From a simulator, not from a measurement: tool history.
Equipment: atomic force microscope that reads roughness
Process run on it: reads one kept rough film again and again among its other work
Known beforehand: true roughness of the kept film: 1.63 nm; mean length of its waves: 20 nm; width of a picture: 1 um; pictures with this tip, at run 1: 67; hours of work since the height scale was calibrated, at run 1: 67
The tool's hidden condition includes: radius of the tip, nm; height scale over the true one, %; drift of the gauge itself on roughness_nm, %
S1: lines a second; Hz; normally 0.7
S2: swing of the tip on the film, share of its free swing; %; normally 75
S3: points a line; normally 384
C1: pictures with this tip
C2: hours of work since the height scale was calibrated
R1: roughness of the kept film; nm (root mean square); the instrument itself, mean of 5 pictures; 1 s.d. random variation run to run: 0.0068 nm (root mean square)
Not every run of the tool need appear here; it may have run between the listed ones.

Run 1, day 0: usual settings; C1 67; C2 67. Result: R1 1.366 nm (root mean square).
Run 2, day 0.4: usual settings but S3 542; C1 74; C2 71. Result: R1 1.371 nm (root mean square).
Run 3, day 0.783: usual settings but S3 1002; C1 81; C2 75. Result: R1 1.394 nm (root mean square).
Run 4, day 1.142: usual settings but S3 1002; C1 87; C2 79. Result: R1 1.388 nm (root mean square).
Run 5, day 1.525: usual settings but S3 589; C1 94; C2 83. Result: R1 1.393 nm (root mean square).
Run 6, day 2.208: usual settings but S3 589; C1 106; C2 90. Result: R1 1.394 nm (root mean square).
Run 7, day 2.579: usual settings but S2 85 %; C1 113; C2 93. Result: R1 1.341 nm (root mean square).
Run 8, day 3.379: usual settings but S2 85 %; C1 127; C2 102. Result: R1 1.335 nm (root mean square).
Run 9, day 3.912: usual settings but S2 85 %; C1 137; C2 107. Result: R1 1.336 nm (root mean square).
Run 10, day 4.3: usual settings; C1 143; C2 111. Result: R1 1.366 nm (root mean square).
Run 11, day 5.054: usual settings; C1 157; C2 119. Result: R1 1.364 nm (root mean square).
Run 12, day 5.429: usual settings; C1 164; C2 123. Result: R1 1.372 nm (root mean square).
Run 13, day 5.846: usual settings; C1 171; C2 127. Result: R1 1.381 nm (root mean square).
Run 14, day 6.238: usual settings; C1 178; C2 131. Result: R1 1.373 nm (root mean square).
Run 15, day 6.883: usual settings; C1 189; C2 137. Result: R1 1.378 nm (root mean square).
Run 16, day 7.508: usual settings; C1 200; C2 144. Result: R1 1.364 nm (root mean square).
Run 17, day 8.2: usual settings; C1 213; C2 151. Result: R1 1.374 nm (root mean square).
Run 18, day 8.975: usual settings; C1 227; C2 159. Result: R1 1.369 nm (root mean square).
Run 19, day 9.771: usual settings but S2 59 %; C1 241; C2 167. Result: R1 1.41 nm (root mean square).
Run 20, day 10.275: usual settings but S1 0.802 Hz, S3 356; C1 250; C2 172. Result: R1 1.364 nm (root mean square).
Run 21, day 10.796: usual settings but S1 0.802 Hz, S3 356; C1 259; C2 178. Result: R1 1.361 nm (root mean square).
Run 22, day 11.375: usual settings but S1 3.131 Hz; C1 269; C2 183. Result: R1 1.187 nm (root mean square).
Run 23, day 11.896: usual settings but S1 3.131 Hz; C1 278; C2 189. Result: R1 1.185 nm (root mean square).
Run 24, day 12.446: usual settings but S1 0.654 Hz, S2 84 %, S3 271; C1 288; C2 194. Result: R1 1.319 nm (root mean square).
Run 25, day 13.212: usual settings but S1 0.654 Hz, S2 84 %, S3 271; C1 302; C2 202. Result: R1 1.315 nm (root mean square).
Run 26, day 13.829: usual settings but S1 0.917 Hz, S2 56 %, S3 441; C1 313; C2 209. Result: R1 1.417 nm (root mean square).
Run 27, day 14.212: usual settings but S1 0.917 Hz, S2 56 %, S3 441; C1 320; C2 213. Result: R1 1.406 nm (root mean square).
Run 28, day 14.542: usual settings but S1 0.917 Hz, S2 56 %, S3 441; C1 326; C2 216. Result: R1 1.42 nm (root mean square).
Run 29, day 15.088: usual settings but S1 2.542 Hz, S3 506; C1 335; C2 221. Result: R1 1.236 nm (root mean square).
Run 30, day 15.604: usual settings but S1 2.542 Hz, S3 506; C1 344; C2 227. Result: R1 1.216 nm (root mean square).
Run 31, day 16.062: usual settings but S1 2.542 Hz, S3 506; C1 353; C2 231. Result: R1 1.225 nm (root mean square).
At day 16.138: new tip fitted.
Run 32, day 16.754: usual settings but S1 1.407 Hz, S2 88 %, S3 955; C1 11; C2 238. Result: R1 1.237 nm (root mean square).
Run 33, day 17.138: usual settings but S1 1.407 Hz, S2 88 %, S3 955; C1 17; C2 242. Result: R1 1.233 nm (root mean square).
Run 34, day 17.471: usual settings but S1 2.714 Hz, S2 66 %, S3 376; C1 23; C2 246. Result: R1 1.287 nm (root mean square).
Run 35, day 17.979: usual settings but S2 79 %, S3 488; C1 32; C2 251. Result: R1 1.367 nm (root mean square).
Run 36, day 18.608: usual settings but S1 0.513 Hz, S2 76 %, S3 976; C1 44; C2 257. Result: R1 1.412 nm (root mean square).

Alternative continuations, all from the tool just after run 36; predict every row:
Run A, day 19.35: usual settings but S1 3.757 Hz, S2 62 %; C1 57; C2 265. Result: R1 ?.
Run B, day 19.35: usual settings but S1 0.576 Hz, S3 400; C1 57; C2 265. Result: R1 ?.
Run C, day 19.35: usual settings but S1 1.653 Hz, S2 70 %; C1 57; C2 265. Result: R1 ?.
Run D, day 19.35: usual settings but S1 0.947 Hz, S2 57 %, S3 270; C1 57; C2 265. Result: R1 ?.

run     R1
  A  1.288
  B  1.368
  C   1.32
  D  1.391
The same runs, with their run-to-run variation unchanged, on a tool lacking any hidden condition would have given:
run     R1
  A  1.289
  B   1.37
  C  1.321
  D  1.392
